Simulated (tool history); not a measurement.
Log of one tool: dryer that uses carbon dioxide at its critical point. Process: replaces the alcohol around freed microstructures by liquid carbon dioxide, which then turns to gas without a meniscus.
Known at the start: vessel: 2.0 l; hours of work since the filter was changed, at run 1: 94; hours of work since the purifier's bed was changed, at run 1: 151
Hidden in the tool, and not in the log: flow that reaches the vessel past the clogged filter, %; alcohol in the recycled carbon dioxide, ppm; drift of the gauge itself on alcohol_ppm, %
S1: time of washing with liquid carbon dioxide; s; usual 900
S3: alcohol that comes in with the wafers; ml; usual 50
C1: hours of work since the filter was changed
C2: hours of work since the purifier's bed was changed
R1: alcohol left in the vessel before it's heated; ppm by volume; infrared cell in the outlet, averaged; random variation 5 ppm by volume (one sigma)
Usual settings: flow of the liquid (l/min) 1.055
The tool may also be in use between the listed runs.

run 1 hour=0 | S1=900 flow_of_the_liquid_(l/min)=1.055 S3=50 | C1=94 C2=151 | R1=32
run 2 hour=31.7 | S1=900 flow_of_the_liquid_(l/min)=1.12 S3=50 | C1=114 C2=171 | R1=27
run 3 hour=69.4 | S1=900 flow_of_the_liquid_(l/min)=1.12 S3=50 | C1=137 C2=194 | R1=33
run 4 hour=101.8 | S1=900 flow_of_the_liquid_(l/min)=1.12 S3=50 | C1=156 C2=213 | R1=33
run 5 hour=118.2 | S1=900 flow_of_the_liquid_(l/min)=1.12 S3=50 | C1=166 C2=223 | R1=18
run 6 hour=156.8 | S1=900 flow_of_the_liquid_(l/min)=1.12 S3=50 | C1=190 C2=247 | R1=29
run 7 hour=196.6 | S1=900 flow_of_the_liquid_(l/min)=0.9 S3=50 | C1=214 C2=271 | R1=71
run 8 hour=234.4 | S1=900 flow_of_the_liquid_(l/min)=1.055 S3=118 | C1=237 C2=294 | R1=69
run 9 hour=258.9 | S1=900 flow_of_the_liquid_(l/min)=1.055 S3=31 | C1=252 C2=309 | R1=29
run 10 hour=282.2 | S1=600 flow_of_the_liquid_(l/min)=1.055 S3=50 | C1=266 C2=323 | R1=238
run 11 hour=307.4 | S1=600 flow_of_the_liquid_(l/min)=1.055 S3=50 | C1=282 C2=339 | R1=243
run 12 hour=333.1 | S1=600 flow_of_the_liquid_(l/min)=1.055 S3=50 | C1=297 C2=354 | R1=262
run 13 hour=352.8 | S1=900 flow_of_the_liquid_(l/min)=1.055 S3=100 | C1=309 C2=366 | R1=66
run 14 hour=369.6 | S1=900 flow_of_the_liquid_(l/min)=1.055 S3=100 | C1=319 C2=376 | R1=67
run 15 hour=400.2 | S1=900 flow_of_the_liquid_(l/min)=1.055 S3=115 | C1=338 C2=395 | R1=92
run 16 hour=419.4 | S1=900 flow_of_the_liquid_(l/min)=1.055 S3=115 | C1=350 C2=407 | R1=84
run 17 hour=452.1 | S1=900 flow_of_the_liquid_(l/min)=1.055 S3=115 | C1=370 C2=427 | R1=99
run 18 hour=483.1 | S1=900 flow_of_the_liquid_(l/min)=1.055 S3=50 | C1=389 C2=446 | R1=70
run 19 hour=509.8 | S1=900 flow_of_the_liquid_(l/min)=1.055 S3=50 | C1=405 C2=462 | R1=60
run 20 hour=541.8 | S1=900 flow_of_the_liquid_(l/min)=1.055 S3=50 | C1=424 C2=481 | R1=69
run 21 hour=558.1 | S1=600 flow_of_the_liquid_(l/min)=1.055 S3=50 | C1=434 C2=491 | R1=334
run 22 hour=577.3 | S1=600 flow_of_the_liquid_(l/min)=1.055 S3=50 | C1=446 C2=503 | R1=329
run 23 hour=596 | S1=600 flow_of_the_liquid_(l/min)=1.055 S3=50 | C1=457 C2=514 | R1=338
run 24 hour=627.9 | S1=900 flow_of_the_liquid_(l/min)=1.08 S3=50 | C1=477 C2=534 | R1=70
run 25 hour=661 | S1=840 flow_of_the_liquid_(l/min)=1.08 S3=33 | C1=497 C2=554 | R1=76
-- hour=669.3 inlet filter changed
run 26 hour=686.3 | S1=540 flow_of_the_liquid_(l/min)=0.74 S3=27 | C1=10 C2=569 | R1=558
run 27 hour=707.3 | S1=660 flow_of_the_liquid_(l/min)=1.21 S3=70 | C1=23 C2=581 | R1=91
run 28 hour=740.2 | S1=900 flow_of_the_liquid_(l/min)=1.17 S3=74 | C1=43 C2=601 | R1=45
run 29 hour=776.9 | S1=1080 flow_of_the_liquid_(l/min)=0.79 S3=94 | C1=65 C2=624 | R1=94
run 30 hour=806.3 | S1=660 flow_of_the_liquid_(l/min)=1.055 S3=21 | C1=83 C2=642 | R1=78
run 31 hour=831.4 | S1=840 flow_of_the_liquid_(l/min)=1.38 S3=60 | C1=99 C2=657 | R1=49
run 32 hour=856.8 | S1=840 flow_of_the_liquid_(l/min)=1.38 S3=60 | C1=114 C2=672 | R1=49
run 33 hour=876.5 | S1=1260 flow_of_the_liquid_(l/min)=1.38 S3=60 | C1=126 C2=684 | R1=44
run 34 hour=905.4 | S1=900 flow_of_the_liquid_(l/min)=1.55 S3=50 | C1=144 C2=702 | R1=52
run 35 hour=924.3 | S1=1020 flow_of_the_liquid_(l/min)=1.59 S3=50 | C1=155 C2=714 | R1=54
run 36 hour=956.2 | S1=900 flow_of_the_liquid_(l/min)=0.65 S3=50 | C1=175 C2=733 | R1=323
run 37 hour=985.5 | S1=1380 flow_of_the_liquid_(l/min)=0.98 S3=95 | C1=193 C2=751 | R1=47
run 38 hour=1008.8 | S1=1260 flow_of_the_liquid_(l/min)=0.76 S3=66 | C1=207 C2=765 | R1=66
run 39 hour=1045 | S1=1260 flow_of_the_liquid_(l/min)=0.76 S3=66 | C1=229 C2=787 | R1=81
run 40 hour=1076 | S1=540 flow_of_the_liquid_(l/min)=1.055 S3=70 | C1=248 C2=806 | R1=525
run 41 hour=1093.9 | S1=540 flow_of_the_liquid_(l/min)=1.49 S3=70 | C1=259 C2=817 | R1=131
run 42 hour=1116.8 | S1=540 flow_of_the_liquid_(l/min)=1.49 S3=70 | C1=272 C2=831 | R1=138
run 43 hour=1142.7 | S1=1380 flow_of_the_liquid_(l/min)=1.29 S3=41 | C1=288 C2=847 | R1=51
run 44 hour=1180.4 | S1=780 flow_of_the_liquid_(l/min)=1.29 S3=86 | C1=311 C2=869 | R1=89
run 45 hour=1210 | S1=1200 flow_of_the_liquid_(l/min)=0.83 S3=24 | C1=329 C2=887 | R1=64
run 46 hour=1231.1 | S1=1200 flow_of_the_liquid_(l/min)=0.83 S3=24 | C1=342 C2=900 | R1=67
run 47 hour=1255.1 | S1=1200 flow_of_the_liquid_(l/min)=0.83 S3=24 | C1=357 C2=915 | R1=75

Measured less the same run without the tool's hidden state. The same run-to-run variation is in both; the gauge's scatter may not be:
run=1 R1=+12
run=2 R1=+13
run=3 R1=+16
run=4 R1=+17
run=5 R1=+18
run=6 R1=+19
run=7 R1=+38
run=8 R1=+40
run=9 R1=+25
run=10 R1=+104
run=11 R1=+111
run=12 R1=+119
run=13 R1=+48
run=14 R1=+49
run=15 R1=+58
run=16 R1=+61
run=17 R1=+65
run=18 R1=+47
run=19 R1=+47
run=20 R1=+50
run=21 R1=+192
run=22 R1=+196
run=23 R1=+197
run=24 R1=+55
run=25 R1=+58
run=26 R1=+51
run=27 R1=+40
run=28 R1=+38
run=29 R1=+47
run=30 R1=+46
run=31 R1=+41
run=32 R1=+42
run=33 R1=+41
run=34 R1=+43
run=35 R1=+44
run=36 R1=+114
run=37 R1=+47
run=38 R1=+56
run=39 R1=+60
run=40 R1=+209
run=41 R1=+86
run=42 R1=+90
run=43 R1=+51
run=44 R1=+68
run=45 R1=+60
run=46 R1=+61
run=47 R1=+62

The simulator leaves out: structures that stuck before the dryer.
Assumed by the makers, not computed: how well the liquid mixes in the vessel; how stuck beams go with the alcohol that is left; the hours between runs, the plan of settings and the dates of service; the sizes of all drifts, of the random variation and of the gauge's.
